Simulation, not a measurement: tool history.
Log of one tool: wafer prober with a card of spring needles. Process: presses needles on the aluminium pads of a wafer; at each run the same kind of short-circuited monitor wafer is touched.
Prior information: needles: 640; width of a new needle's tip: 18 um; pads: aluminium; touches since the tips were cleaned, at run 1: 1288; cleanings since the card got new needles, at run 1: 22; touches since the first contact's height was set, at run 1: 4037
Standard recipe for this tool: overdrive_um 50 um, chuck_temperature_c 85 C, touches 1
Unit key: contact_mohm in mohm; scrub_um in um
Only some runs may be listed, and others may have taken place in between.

| run | hour | overdrive_um | chuck_temperature_c | touches | touches since the tips were cleaned | cleanings since the card got new needles | touches since the first contact's height was set | contact_mohm | scrub_um |
|---|---|---|---|---|---|---|---|---|---|
| 1 | 0.0 | 50 | 85 | 1 | 1288 | 22 | 4037 | 187 | 11.99 |
|  | 33.2 | tips cleaned on abrasive film |
| 2 | 68.8 | 50 | 85 | 1 | 5175 | 23 | 14012 | 187 | 12.00 |
|  | 76.4 | tips cleaned on abrasive film |
|  | 121.5 | tips cleaned on abrasive film |
| 3 | 134.1 | 70 | 85 | 1 | 1821 | 25 | 23444 | 177 | 16.77 |
|  | 160.1 | tips cleaned on abrasive film |
|  | 201.1 | tips cleaned on abrasive film |
| 4 | 201.1 | 70 | 48 | 1 | 0 | 27 | 33135 | 169 | 16.78 |
|  | 242.4 | tips cleaned on abrasive film |
| 5 | 268.4 | 50 | 85 | 1 | 3785 | 28 | 42897 | 191 | 11.98 |
|  | 283.7 | tips cleaned on abrasive film |
|  | 321.7 | tips cleaned on abrasive film |
| 6 | 321.7 | 50 | 85 | 1 | 0 | 30 | 50598 | 186 | 11.95 |
|  | 360.5 | tips cleaned on abrasive film |
| 7 | 392.9 | 50 | 85 | 1 | 4710 | 31 | 60918 | 190 | 11.96 |
|  | 399.9 | tips cleaned on abrasive film |
|  | 438.1 | tips cleaned on abrasive film |
| 8 | 438.1 | 50 | 85 | 1 | 0 | 33 | 67441 | 188 | 11.94 |
|  | 445.9 | height of the first contact set anew |
|  | 476.7 | tips cleaned on abrasive film |
| 9 | 512.2 | 50 | 85 | 1 | 5158 | 34 | 9605 | 186 | 11.92 |
|  | 517.0 | tips cleaned on abrasive film |
|  | 557.0 | tips cleaned on abrasive film |
| 10 | 575.6 | 50 | 85 | 1 | 2702 | 36 | 18769 | 188 | 11.93 |
|  | 598.5 | tips cleaned on abrasive film |
| 11 | 626.2 | 50 | 85 | 1 | 4018 | 37 | 26097 | 189 | 11.90 |
|  | 640.1 | tips cleaned on abrasive film |
|  | 678.1 | tips cleaned on abrasive film |
| 12 | 692.1 | 50 | 85 | 1 | 2026 | 39 | 35627 | 187 | 11.92 |
|  | 720.6 | tips cleaned on abrasive film |
|  | 759.0 | tips cleaned on abrasive film |
| 13 | 759.0 | 50 | 85 | 1 | 0 | 41 | 45305 | 187 | 11.88 |
|  | 797.1 | tips cleaned on abrasive film |
| 14 | 799.6 | 50 | 85 | 1 | 368 | 42 | 51181 | 185 | 11.89 |
|  | 837.0 | tips cleaned on abrasive film |
| 15 | 853.8 | 50 | 46 | 2 | 2430 | 43 | 59025 | 180 | 11.86 |
|  | 879.2 | tips cleaned on abrasive film |
|  | 920.0 | tips cleaned on abrasive film |
|  | 920.3 | height of the first contact set anew |
| 16 | 921.5 | 37 | 53 | 2 | 178 | 45 | 178 | 190 | 8.77 |
|  | 960.3 | tips cleaned on abrasive film |
| 17 | 994.6 | 50 | 85 | 1 | 4974 | 46 | 10770 | 191 | 11.84 |
|  | 1001.9 | tips cleaned on abrasive film |
|  | 1042.5 | tips cleaned on abrasive film |
| 18 | 1046.1 | 50 | 85 | 1 | 528 | 48 | 18212 | 191 | 11.86 |
|  | 1085.4 | tips cleaned on abrasive film |
|  | 1129.0 | tips cleaned on abrasive film |
| 19 | 1131.9 | 50 | 85 | 1 | 429 | 50 | 30636 | 188 | 11.83 |
|  | 1161.4 | gauge calibrated |
|  | 1167.2 | tips cleaned on abrasive film |
| 20 | 1178.3 | 50 | 35 | 1 | 1606 | 51 | 37349 | 176 | 12.01 |
|  | 1210.5 | tips cleaned on abrasive film |
| 21 | 1247.8 | 50 | 102 | 3 | 5414 | 52 | 47421 | 191 | 11.99 |
|  | 1252.6 | tips cleaned on abrasive film |
|  | 1292.2 | tips cleaned on abrasive film |
| 22 | 1315.9 | 52 | 85 | 3 | 3441 | 54 | 57265 | 188 | 12.45 |
|  | 1330.9 | tips cleaned on abrasive film |
|  | 1371.8 | tips cleaned on abrasive film |
| 23 | 1371.8 | 52 | 85 | 3 | 0 | 56 | 65348 | 187 | 12.45 |
|  | 1396.2 | height of the first contact set anew |
|  | 1411.0 | tips cleaned on abrasive film |
| 24 | 1434.7 | 32 | 39 | 3 | 3444 | 57 | 5579 | 190 | 7.65 |
|  | 1452.1 | tips cleaned on abrasive film |
|  | 1494.2 | tips cleaned on abrasive film |
| 25 | 1501.5 | 32 | 39 | 3 | 1071 | 59 | 15246 | 194 | 7.65 |
|  | 1533.3 | tips cleaned on abrasive film |
|  | 1577.4 | tips cleaned on abrasive film |
| 26 | 1582.8 | 32 | 39 | 3 | 786 | 61 | 27004 | 194 | 7.65 |
|  | 1615.5 | tips cleaned on abrasive film |
| 27 | 1626.8 | 67 | 96 | 2 | 1631 | 62 | 33374 | 181 | 15.98 |

Predict each of these 5 candidate next runs independently; none follows another, all start after run 27:
|  | 1655.9 | tips cleaned on abrasive film |
| A | 1686.2 | 67 | 96 | 1 | 4398 | 63 | 41985 | ? | ? |
|  | 1655.9 | tips cleaned on abrasive film |
| B | 1686.2 | 40 | 110 | 2 | 4398 | 63 | 41985 | ? | ? |
|  | 1655.9 | tips cleaned on abrasive film |
| C | 1686.2 | 62 | 96 | 2 | 4398 | 63 | 41985 | ? | ? |
|  | 1655.9 | tips cleaned on abrasive film |
| D | 1686.2 | 36 | 59 | 3 | 4398 | 63 | 41985 | ? | ? |
|  | 1655.9 | tips cleaned on abrasive film |
| E | 1686.2 | 68 | 26 | 1 | 4398 | 63 | 41985 | ? | ? |

| run | contact_mohm | scrub_um |
|---|---|---|
| A | 181 | 15.96 |
| B | 202 | 9.55 |
| C | 183 | 14.80 |
| D | 197 | 8.60 |
| E | 164 | 16.23 |
Stripped of hidden state, with their random variation kept, the same runs would have yielded:
| run | contact_mohm | scrub_um |
|---|---|---|
| A | 180 | 16.08 |
| B | 202 | 9.62 |
| C | 183 | 14.90 |
| D | 196 | 8.66 |
| E | 164 | 16.35 |

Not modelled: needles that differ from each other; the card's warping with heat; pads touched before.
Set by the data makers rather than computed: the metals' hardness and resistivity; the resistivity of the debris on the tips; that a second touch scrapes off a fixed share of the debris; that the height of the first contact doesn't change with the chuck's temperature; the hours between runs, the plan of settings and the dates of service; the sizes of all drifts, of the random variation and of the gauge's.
